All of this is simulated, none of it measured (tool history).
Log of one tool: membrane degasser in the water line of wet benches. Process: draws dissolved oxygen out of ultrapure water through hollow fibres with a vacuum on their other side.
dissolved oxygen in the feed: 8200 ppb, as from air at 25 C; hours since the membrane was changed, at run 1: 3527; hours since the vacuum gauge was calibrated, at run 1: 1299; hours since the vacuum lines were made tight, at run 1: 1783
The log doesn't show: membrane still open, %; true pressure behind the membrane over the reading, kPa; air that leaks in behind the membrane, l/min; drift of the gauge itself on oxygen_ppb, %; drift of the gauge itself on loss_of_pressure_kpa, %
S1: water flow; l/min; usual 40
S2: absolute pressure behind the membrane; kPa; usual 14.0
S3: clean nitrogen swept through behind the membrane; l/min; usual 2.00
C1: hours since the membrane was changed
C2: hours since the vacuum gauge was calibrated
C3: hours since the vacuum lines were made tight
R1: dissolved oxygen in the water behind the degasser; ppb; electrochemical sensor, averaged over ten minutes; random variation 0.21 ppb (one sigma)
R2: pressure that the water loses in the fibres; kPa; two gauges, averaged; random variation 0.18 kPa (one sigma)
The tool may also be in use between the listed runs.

{"run": 1, "hour": 0.0, "S1": 40, "S2": 14.0, "S3": 2.0, "C1": 3527, "C2": 1299, "C3": 1783, "R1": 461.7, "R2": 42.68}
{"run": 2, "hour": 52.0, "S1": 40, "S2": 14.0, "S3": 2.0, "C1": 3579, "C2": 1351, "C3": 1835, "R1": 461.5, "R2": 42.59}
{"run": 3, "hour": 112.5, "S1": 40, "S2": 14.0, "S3": 2.0, "C1": 3639, "C2": 1411, "C3": 1896, "R1": 462.1, "R2": 42.69}
{"run": 4, "hour": 161.9, "S1": 40, "S2": 14.0, "S3": 2.0, "C1": 3689, "C2": 1461, "C3": 1945, "R1": 461.8, "R2": 42.64}
{"run": 5, "hour": 239.4, "S1": 40, "S2": 14.0, "S3": 2.0, "C1": 3766, "C2": 1538, "C3": 2023, "R1": 462.0, "R2": 42.83}
{"run": 6, "hour": 314.8, "S1": 40, "S2": 14.0, "S3": 2.0, "C1": 3842, "C2": 1614, "C3": 2098, "R1": 462.2, "R2": 42.68}
{"run": 7, "hour": 368.1, "S1": 40, "S2": 14.0, "S3": 2.0, "C1": 3895, "C2": 1667, "C3": 2152, "R1": 461.8, "R2": 42.57}
{"run": 8, "hour": 458.6, "S1": 40, "S2": 14.0, "S3": 2.0, "C1": 3985, "C2": 1758, "C3": 2242, "R1": 462.1, "R2": 42.94}
{"run": 9, "hour": 524.5, "S1": 40, "S2": 19.2, "S3": 2.0, "C1": 4051, "C2": 1823, "C3": 2308, "R1": 666.7, "R2": 43.15}
{"run": 10, "hour": 622.0, "S1": 39, "S2": 23.7, "S3": 3.2, "C1": 4149, "C2": 1921, "C3": 2405, "R1": 550.9, "R2": 41.73}
{"run": 11, "hour": 722.4, "S1": 40, "S2": 32.0, "S3": 3.47, "C1": 4249, "C2": 2021, "C3": 2506, "R1": 718.4, "R2": 43.35}
{"run": 12, "hour": 786.0, "S1": 26, "S2": 9.1, "S3": 1.57, "C1": 4313, "C2": 2085, "C3": 2569, "R1": 220.0, "R2": 28.01}
{"run": 13, "hour": 884.9, "S1": 26, "S2": 14.3, "S3": 1.57, "C1": 4412, "C2": 2184, "C3": 2668, "R1": 403.0, "R2": 28.05}
{"run": 14, "hour": 989.0, "S1": 26, "S2": 14.3, "S3": 1.57, "C1": 4516, "C2": 2288, "C3": 2772, "R1": 403.0, "R2": 28.16}
{"run": 15, "hour": 1040.4, "S1": 26, "S2": 14.3, "S3": 4.64, "C1": 4567, "C2": 2339, "C3": 2824, "R1": 150.4, "R2": 27.78}
{"run": 16, "hour": 1087.8, "S1": 26, "S2": 14.3, "S3": 4.64, "C1": 4615, "C2": 2387, "C3": 2871, "R1": 150.4, "R2": 28.32}
{"run": 17, "hour": 1152.1, "S1": 40, "S2": 17.7, "S3": 3.22, "C1": 4679, "C2": 2451, "C3": 2936, "R1": 405.0, "R2": 43.0}

Forecast each of these 4 alternatives for the next run:
{"run": "A", "hour": 1219.8, "S1": 40, "S2": 19.8, "S3": 2.46, "C1": 4747, "C2": 2519, "C3": 3003, "R1": "?", "R2": "?"}
{"run": "B", "hour": 1219.8, "S1": 31, "S2": 28.6, "S3": 2.42, "C1": 4747, "C2": 2519, "C3": 3003, "R1": "?", "R2": "?"}
{"run": "C", "hour": 1219.8, "S1": 30, "S2": 11.0, "S3": 2.25, "C1": 4747, "C2": 2519, "C3": 3003, "R1": "?", "R2": "?"}
{"run": "D", "hour": 1219.8, "S1": 33, "S2": 17.7, "S3": 3.22, "C1": 4747, "C2": 2519, "C3": 3003, "R1": "?", "R2": "?"}

run=A R1=580.4 R2=43.29
run=B R1=701.2 R2=33.43
run=C R1=238.0 R2=32.20
run=D R1=340.8 R2=35.62
Without the tool's hidden state the same runs would have given:
run=A R1=577.4 R2=42.25
run=B R1=698.0 R2=32.63
run=C R1=235.7 R2=31.43
run=D R1=338.5 R2=34.77
